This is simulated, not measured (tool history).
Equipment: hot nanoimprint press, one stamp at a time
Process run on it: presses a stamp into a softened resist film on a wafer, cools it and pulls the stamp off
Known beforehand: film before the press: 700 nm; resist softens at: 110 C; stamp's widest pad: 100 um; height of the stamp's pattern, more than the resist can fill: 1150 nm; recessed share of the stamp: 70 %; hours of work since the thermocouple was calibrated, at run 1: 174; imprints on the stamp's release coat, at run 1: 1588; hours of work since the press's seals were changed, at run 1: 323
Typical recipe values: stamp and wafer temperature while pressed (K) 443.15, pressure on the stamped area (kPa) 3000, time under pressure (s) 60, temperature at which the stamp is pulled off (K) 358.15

run,hour,stamp and wafer temperature while pressed (K),pressure on the stamped area (kPa),time under pressure (s),temperature at which the stamp is pulled off (K),hours of work since the thermocouple was calibrated,imprints on the stamp's release coat,hours of work since the press's seals were changed,resist left under the stamp's widest pad (angstrom),greatest force while the stamp is pulled off (N)
1,0,443.15,3000,60,358.15,174,1588,323,3440,269
2,62.5,443.15,3000,38,358.15,204,1736,353,3979,274
3,116.9,443.15,3000,53,358.15,229,1865,378,3569,286
4,176.1,443.15,3000,60,358.15,257,2005,406,3408,289
# hour 234.9: stamp cleaned and given a new release coat
5,234.9,443.15,3000,60,358.15,282,0,431,3392,195
6,289.9,443.15,3000,48,358.15,308,130,457,3632,200
7,355.9,443.15,3000,48,358.15,339,286,488,3632,210
8,416.1,443.15,3000,48,358.15,367,428,516,3614,217
9,466,443.15,3000,60,358.15,390,546,539,3336,224
10,522.9,443.15,3000,60,358.15,417,681,566,3343,223
11,558.6,443.15,3000,60,360.15,434,766,583,3327,215
# hour 579.5: plate thermocouple calibrated
12,621.5,450.15,3000,60,360.15,20,907,611,2570,224
13,658.6,450.15,3000,60,360.15,37,995,628,2588,237
14,724.2,450.15,3000,60,360.15,68,1150,659,2577,244
15,772.3,450.15,3000,60,360.15,91,1264,682,2555,243
16,808.4,450.15,3000,60,360.15,107,1349,699,2547,253
17,871.2,450.15,3000,60,360.15,137,1498,728,2542,249
18,905.8,450.15,3000,60,360.15,153,1580,744,2540,256
19,943.7,439.15,3000,60,358.15,171,1669,762,4222,276
20,975.1,446.15,3000,100,358.15,186,1744,777,2557,276
21,1036.4,443.15,2110,60,366.15,215,1889,806,4178,218
22,1076.4,443.15,3000,32,358.15,233,1983,825,4180,281
# hour 1144.9: stamp cleaned and given a new release coat
23,1144.9,443.15,3000,32,358.15,263,0,854,4172,206
24,1180,453.15,3000,89,358.15,279,83,870,1893,196
25,1215.3,453.15,3000,89,358.15,296,167,887,1881,200
26,1247,432.15,2050,62,358.15,311,242,902,5915,202
27,1282.8,437.15,3380,116,354.15,327,326,919,3518,242
28,1319,443.15,3310,38,358.15,344,412,936,3745,222
29,1379.6,443.15,3310,38,358.15,373,556,964,3758,221

Here are 5 independent what-if runs from the current tool condition. What would each one return?
A,1438,436.15,3210,62,358.15,400,694,992,?,?
B,1438,443.15,3310,34,365.15,400,694,992,?,?
C,1438,443.15,3450,56,356.15,400,694,992,?,?
D,1438,443.15,3510,60,358.15,400,694,992,?,?
E,1438,443.15,4660,38,358.15,400,694,992,?,?

run,resist left under the stamp's widest pad (angstrom),greatest force while the stamp is pulled off (N)
A,4473,223
B,3891,170
C,3254,240
D,3144,227
E,3152,221
Without the tool's unlogged condition, the same runs would have read:
run,resist left under the stamp's widest pad (angstrom),greatest force while the stamp is pulled off (N)
A,4641,205
B,4022,159
C,3368,220
D,3253,209
E,3205,203
